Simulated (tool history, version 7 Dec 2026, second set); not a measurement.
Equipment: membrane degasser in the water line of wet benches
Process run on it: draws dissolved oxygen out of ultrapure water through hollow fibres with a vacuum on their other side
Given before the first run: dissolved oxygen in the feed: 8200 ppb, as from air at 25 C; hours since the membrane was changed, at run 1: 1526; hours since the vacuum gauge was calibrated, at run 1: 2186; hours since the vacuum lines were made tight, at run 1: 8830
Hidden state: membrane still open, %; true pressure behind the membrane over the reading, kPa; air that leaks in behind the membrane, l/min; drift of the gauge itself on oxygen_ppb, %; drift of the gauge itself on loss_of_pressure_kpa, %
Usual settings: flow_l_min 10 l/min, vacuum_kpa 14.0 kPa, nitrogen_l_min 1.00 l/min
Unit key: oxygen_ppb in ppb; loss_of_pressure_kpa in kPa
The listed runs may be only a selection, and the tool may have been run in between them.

run	hour	flow_l_min	vacuum_kpa	nitrogen_l_min	hours since the membrane was changed	hours since the vacuum gauge was calibrated	hours since the vacuum lines were made tight	oxygen_ppb	loss_of_pressure_kpa
1	0.0	10	14.0	1.00	1526	2186	8830	265.4	28.19
2	29.6	10	14.0	1.00	1556	2215	8859	266.6	28.14
3	68.1	10	14.0	1.00	1594	2254	8898	261.2	28.71
4	111.0	10	14.0	1.00	1637	2297	8941	263.6	28.05
5	145.0	9	14.0	1.00	1671	2331	8975	241.0	25.40
6	170.8	9	14.0	1.07	1697	2357	9000	225.7	25.49
7	198.9	10	14.0	1.00	1725	2385	9029	265.4	28.29
8	239.5	10	14.0	1.00	1766	2425	9069	266.6	28.31
9	268.1	10	27.2	1.00	1794	2454	9098	563.2	28.44
10	298.1	10	14.0	1.00	1824	2484	9128	265.3	28.11
11	333.1	10	14.0	1.00	1859	2519	9163	267.9	28.70
12	371.1	10	14.0	1.00	1897	2557	9201	263.7	28.33
13	411.6	10	14.0	0.58	1938	2597	9241	421.9	28.27
14	438.0	10	11.7	0.58	1964	2624	9268	341.0	28.31
15	472.0	10	11.7	0.71	1998	2658	9302	281.7	28.27
16	493.8	10	11.7	0.71	2020	2680	9323	286.6	28.28
17	513.8	12	21.1	0.69	2040	2700	9343	674.6	34.17
18	554.5	12	12.6	0.69	2080	2740	9384	369.0	34.17
19	585.6	13	19.3	1.48	2112	2771	9415	341.4	36.69
20	624.4	13	19.3	1.48	2150	2810	9454	344.4	36.76
21	661.9	8	27.8	0.66	2188	2848	9491	687.4	22.42
22	693.4	8	27.8	0.66	2219	2879	9523	683.9	22.57
23	729.6	15	30.6	1.91	2256	2915	9559	510.7	42.80
24	764.9	15	30.6	1.91	2291	2951	9595	508.4	43.09
25	809.4	16	14.0	1.27	2335	2995	9639	325.6	45.55
26	843.8	10	29.1	2.19	2370	3030	9673	296.9	28.40
27	889.2	13	13.4	2.45	2415	3075	9719	139.0	37.27
# hour 903.2: vacuum gauge calibrated
28	927.4	16	32.3	1.00	2453	24	9757	991.1	45.25
29	962.4	9	12.6	2.76	2488	59	9792	82.3	25.76
30	989.8	10	15.7	1.00	2515	87	9819	300.7	28.49
31	1031.8	7	10.1	0.50	2557	129	9861	234.3	19.70

How would selected steps in oxygen_ppb from run to run divide? Give the signed amount a tool lacking its hidden state would still show from settings, what came in and random variation, and the signed amount left for the hidden state, including any gauge scatter that is not in both of the compared results.
Run 16 -> 17: flow_l_min 10 -> 12, vacuum_kpa 11.7 -> 21.1, nitrogen_l_min 0.71 -> 0.69. oxygen_ppb +388.0 ppb: hidden state +9.4, all else +378.6.
Run 20 -> 21: flow_l_min 13 -> 8, vacuum_kpa 19.3 -> 27.8, nitrogen_l_min 1.48 -> 0.66. oxygen_ppb +343.0 ppb: hidden state +24.8, all else +318.2.
Run 22 -> 23: flow_l_min 8 -> 15, vacuum_kpa 27.8 -> 30.6, nitrogen_l_min 0.66 -> 1.91. oxygen_ppb -173.2 ppb: hidden state -19.9, all else -153.3.
Run 27 -> 28: flow_l_min 13 -> 16, vacuum_kpa 13.4 -> 32.3, nitrogen_l_min 2.45 -> 1.00, vacuum gauge calibrated. oxygen_ppb +852.1 ppb: hidden state +18.7, all else +833.4.
Run 28 -> 29: flow_l_min 16 -> 9, vacuum_kpa 32.3 -> 12.6, nitrogen_l_min 1.00 -> 2.76. oxygen_ppb -908.8 ppb: hidden state -20.3, all else -888.5.
